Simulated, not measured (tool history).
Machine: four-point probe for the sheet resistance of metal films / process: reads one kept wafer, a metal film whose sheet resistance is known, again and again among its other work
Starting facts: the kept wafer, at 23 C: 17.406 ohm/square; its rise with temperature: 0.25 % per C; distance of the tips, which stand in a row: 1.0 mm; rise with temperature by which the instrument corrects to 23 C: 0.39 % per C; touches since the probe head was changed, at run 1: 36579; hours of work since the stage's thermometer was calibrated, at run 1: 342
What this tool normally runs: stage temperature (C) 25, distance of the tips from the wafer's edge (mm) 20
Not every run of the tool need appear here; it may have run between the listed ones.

| run | hour | stage temperature (C) | distance of the tips from the wafer's edge (mm) | touches since the probe head was changed | hours of work since the stage's thermometer was calibrated | sheet resistance as the instrument gives it (ohm/square) |
|---|---|---|---|---|---|---|
| 1 | 0 | 25 | 20 | 36579 | 342 | 17.396722 |
| 2 | 33.4 | 28 | 20 | 37376 | 357 | 17.323342 |
| 3 | 76.9 | 28 | 20 | 38414 | 377 | 17.316791 |
| 4 | 109.4 | 28 | 20 | 39188 | 392 | 17.317053 |
| 5 | 147.2 | 28 | 20 | 40091 | 410 | 17.319615 |
| 6 | 195.3 | 28 | 20 | 41238 | 432 | 17.323588 |
| 7 | 233.7 | 28 | 20 | 42154 | 449 | 17.319036 |
| 8 | 260.9 | 28 | 20 | 42802 | 462 | 17.316483 |
| 9 | 306.4 | 25 | 20 | 43887 | 483 | 17.38329 |
| 10 | 328.1 | 25 | 55 | 44404 | 493 | 17.359974 |
| 11 | 374.6 | 25 | 20 | 45516 | 514 | 17.388154 |
| 12 | 418 | 30 | 20 | 46550 | 534 | 17.272337 |
| 13 | 458.4 | 30 | 20 | 47513 | 553 | 17.276867 |
| 14 | 490.2 | 25 | 20 | 48273 | 567 | 17.382514 |
| 15 | 523.7 | 25 | 20 | 49072 | 583 | 17.382964 |
| 16 | 557.9 | 27 | 20 | 49888 | 598 | 17.341431 |
| 17 | 588.9 | 27 | 20 | 50625 | 613 | 17.342603 |
| 18 | 614.8 | 25 | 60 | 51244 | 625 | 17.358561 |
| 19 | 638.1 | 25 | 60 | 51799 | 635 | 17.358139 |
| 20 | 684.9 | 24 | 20 | 52917 | 657 | 17.408654 |
| 21 | 721.9 | 25 | 15 | 53799 | 674 | 17.399963 |
| 22 | 747.5 | 24 | 20 | 54410 | 686 | 17.402393 |
| 23 | 772.6 | 21 | 6 | 55007 | 697 | 17.711348 |
| 24 | 806.9 | 21 | 6 | 55825 | 713 | 17.705104 |
| 25 | 841.1 | 21 | 6 | 56642 | 729 | 17.705639 |
| 26 | 874 | 24 | 30 | 57427 | 744 | 17.392047 |
| 27 | 922.1 | 26 | 32 | 58575 | 766 | 17.341022 |
| 28 | 950.3 | 33 | 6 | 59246 | 779 | 17.435586 |
| 29 | 999.7 | 19 | 36 | 60424 | 802 | 17.502456 |
| 30 | 1029.9 | 19 | 36 | 61145 | 815 | 17.504462 |
| 31 | 1061.5 | 33 | 11 | 61899 | 830 | 17.253934 |
| 32 | 1088.4 | 33 | 11 | 62541 | 842 | 17.249278 |
| 33 | 1114.6 | 20 | 69 | 63165 | 854 | 17.475191 |
| 34 | 1136.5 | 35 | 5 | 63687 | 864 | 17.492032 |
| 35 | 1172.8 | 32 | 6 | 64554 | 881 | 17.452607 |
| 36 | 1213.2 | 25 | 15 | 65517 | 900 | 17.394785 |
| 37 | 1249.9 | 34 | 9 | 66393 | 917 | 17.265592 |
| 38 | 1290.1 | 34 | 9 | 67352 | 935 | 17.265543 |
| 39 | 1318.8 | 34 | 5 | 68035 | 948 | 17.51305 |
| 40 | 1369.9 | 34 | 34 | 69255 | 972 | 17.163093 |
| 41 | 1398.7 | 34 | 34 | 69941 | 985 | 17.157121 |
| 42 | 1431.4 | 34 | 18 | 70721 | 1000 | 17.183649 |
| 43 | 1457.7 | 34 | 18 | 71350 | 1012 | 17.175398 |
| 44 | 1483 | 26 | 13 | 71952 | 1024 | 17.38949 |

Predict each of these 3 candidate next runs independently; none follows another, all start after run 44:
| A | 1503.9 | 19 | 29 | 72451 | 1033 | ? |
| B | 1503.9 | 25 | 20 | 72451 | 1033 | ? |
| C | 1503.9 | 21 | 25 | 72451 | 1033 | ? |

| run | sheet resistance as the instrument gives it (ohm/square) |
|---|---|
| A | 17.503768 |
| B | 17.371743 |
| C | 17.454965 |
The same runs, with their run-to-run variation unchanged, on a tool lacking any hidden condition would have given:
| run | sheet resistance as the instrument gives it (ohm/square) |
|---|---|
| A | 17.513555 |
| B | 17.381715 |
| C | 17.464813 |
